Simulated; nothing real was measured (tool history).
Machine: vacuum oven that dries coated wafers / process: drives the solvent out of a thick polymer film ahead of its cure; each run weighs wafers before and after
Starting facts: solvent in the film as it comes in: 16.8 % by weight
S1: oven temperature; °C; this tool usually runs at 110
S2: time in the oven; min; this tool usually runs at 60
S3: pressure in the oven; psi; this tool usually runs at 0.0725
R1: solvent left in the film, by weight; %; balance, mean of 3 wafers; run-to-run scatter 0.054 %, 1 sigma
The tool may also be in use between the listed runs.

{"run": 1, "hour": 0.0, "S1": 110, "S2": 60, "S3": 0.0725, "R1": 2.38}
{"run": 2, "hour": 16.9, "S1": 110, "S2": 60, "S3": 0.0725, "R1": 2.28}
{"run": 3, "hour": 36.4, "S1": 110, "S2": 60, "S3": 0.0725, "R1": 2.4}
{"run": 4, "hour": 50.4, "S1": 110, "S2": 60, "S3": 0.0725, "R1": 2.37}
{"run": 5, "hour": 68.4, "S1": 110, "S2": 60, "S3": 0.0725, "R1": 2.28}
{"run": 6, "hour": 81.0, "S1": 110, "S2": 60, "S3": 0.0725, "R1": 2.41}
{"run": 7, "hour": 99.2, "S1": 110, "S2": 60, "S3": 0.0725, "R1": 2.36}
{"run": 8, "hour": 113.1, "S1": 110, "S2": 68, "S3": 0.0725, "R1": 1.96}
{"run": 9, "hour": 124.2, "S1": 110, "S2": 68, "S3": 0.0725, "R1": 2.03}
{"run": 10, "hour": 142.3, "S1": 110, "S2": 68, "S3": 0.0725, "R1": 2.12}
{"run": 11, "hour": 151.8, "S1": 110, "S2": 48, "S3": 0.0725, "R1": 3.21}
{"run": 12, "hour": 166.4, "S1": 110, "S2": 60, "S3": 0.0579, "R1": 2.42}
{"run": 13, "hour": 185.6, "S1": 110, "S2": 66, "S3": 0.0725, "R1": 2.08}
{"run": 14, "hour": 200.3, "S1": 110, "S2": 66, "S3": 0.0725, "R1": 2.14}
{"run": 15, "hour": 209.0, "S1": 110, "S2": 66, "S3": 0.0725, "R1": 2.06}
{"run": 16, "hour": 224.4, "S1": 110, "S2": 66, "S3": 0.0725, "R1": 2.22}
{"run": 17, "hour": 234.3, "S1": 110, "S2": 60, "S3": 0.2579, "R1": 3.65}
{"run": 18, "hour": 250.7, "S1": 110, "S2": 60, "S3": 0.086, "R1": 2.49}
{"run": 19, "hour": 264.1, "S1": 110, "S2": 60, "S3": 0.086, "R1": 2.54}
{"run": 20, "hour": 273.0, "S1": 110, "S2": 60, "S3": 0.0725, "R1": 2.47}
{"run": 21, "hour": 284.8, "S1": 110, "S2": 60, "S3": 0.0725, "R1": 2.54}
{"run": 22, "hour": 298.6, "S1": 116, "S2": 60, "S3": 0.0725, "R1": 1.62}
{"run": 23, "hour": 315.8, "S1": 116, "S2": 60, "S3": 0.0725, "R1": 1.51}
{"run": 24, "hour": 334.3, "S1": 116, "S2": 35, "S3": 0.0725, "R1": 3.36}
{"run": 25, "hour": 352.7, "S1": 112, "S2": 49, "S3": 0.0396, "R1": 2.64}
{"run": 26, "hour": 361.4, "S1": 112, "S2": 34, "S3": 0.0795, "R1": 4.36}
{"run": 27, "hour": 373.9, "S1": 110, "S2": 44, "S3": 0.0725, "R1": 3.65}
{"run": 28, "hour": 385.0, "S1": 110, "S2": 44, "S3": 0.0725, "R1": 3.77}
{"run": 29, "hour": 399.7, "S1": 110, "S2": 44, "S3": 0.0725, "R1": 3.62}
{"run": 30, "hour": 412.3, "S1": 97, "S2": 60, "S3": 0.0914, "R1": 5.62}
{"run": 31, "hour": 428.6, "S1": 97, "S2": 60, "S3": 0.0931, "R1": 5.75}
{"run": 32, "hour": 443.2, "S1": 110, "S2": 41, "S3": 0.0931, "R1": 4.09}
{"run": 33, "hour": 458.5, "S1": 105, "S2": 68, "S3": 0.217, "R1": 4.23}
{"hour": 461.4, "done": "oven's thermocouples calibrated"}
{"run": 34, "hour": 469.1, "S1": 105, "S2": 68, "S3": 0.217, "R1": 4.31}
{"run": 35, "hour": 477.9, "S1": 105, "S2": 68, "S3": 0.217, "R1": 4.32}
{"run": 36, "hour": 486.5, "S1": 115, "S2": 61, "S3": 0.1056, "R1": 1.99}
{"run": 37, "hour": 506.0, "S1": 115, "S2": 61, "S3": 0.1056, "R1": 2.02}
{"run": 38, "hour": 520.1, "S1": 125, "S2": 73, "S3": 0.0402, "R1": 0.55}
{"run": 39, "hour": 535.8, "S1": 125, "S2": 73, "S3": 0.0402, "R1": 0.55}
{"run": 40, "hour": 549.7, "S1": 125, "S2": 73, "S3": 0.0402, "R1": 0.6}
{"hour": 558.7, "done": "oven's thermocouples calibrated, once more"}
{"run": 41, "hour": 561.1, "S1": 125, "S2": 73, "S3": 0.0402, "R1": 0.48}
{"run": 42, "hour": 572.8, "S1": 104, "S2": 54, "S3": 0.0879, "R1": 4.24}
{"run": 43, "hour": 580.9, "S1": 104, "S2": 75, "S3": 0.244, "R1": 4.14}
{"run": 44, "hour": 600.2, "S1": 110, "S2": 96, "S3": 0.0725, "R1": 1.39}
{"run": 45, "hour": 613.7, "S1": 103, "S2": 41, "S3": 0.0775, "R1": 5.71}
{"run": 46, "hour": 626.8, "S1": 99, "S2": 31, "S3": 0.1462, "R1": 8.4}
{"run": 47, "hour": 635.7, "S1": 110, "S2": 52, "S3": 0.2599, "R1": 4.09}

What would each run have given without the hidden state, its run-to-run variation left as it was?
Hidden state at play: true wafer temperature over the reading, C; true pressure over the reading, kPa; drift of the gauge itself on solvent_pct, %.
run=1 R1=2.12
run=2 R1=2.02
run=3 R1=2.13
run=4 R1=2.09
run=5 R1=1.98
run=6 R1=2.11
run=7 R1=2.06
run=8 R1=1.65
run=9 R1=1.71
run=10 R1=1.79
run=11 R1=2.88
run=12 R1=2.09
run=13 R1=1.74
run=14 R1=1.8
run=15 R1=1.7
run=16 R1=1.86
run=17 R1=3.27
run=18 R1=2.12
run=19 R1=2.15
run=20 R1=2.09
run=21 R1=2.15
run=22 R1=1.29
run=23 R1=1.17
run=24 R1=3.01
run=25 R1=2.25
run=26 R1=3.98
run=27 R1=3.23
run=28 R1=3.34
run=29 R1=3.19
run=30 R1=5.02
run=31 R1=5.15
run=32 R1=3.64
run=33 R1=3.69
run=34 R1=3.65
run=35 R1=3.67
run=36 R1=1.53
run=37 R1=1.54
run=38 R1=0.27
run=39 R1=0.26
run=40 R1=0.31
run=41 R1=0.24
run=42 R1=3.85
run=43 R1=3.7
run=44 R1=0.98
run=45 R1=5.34
run=46 R1=8.04
run=47 R1=3.72
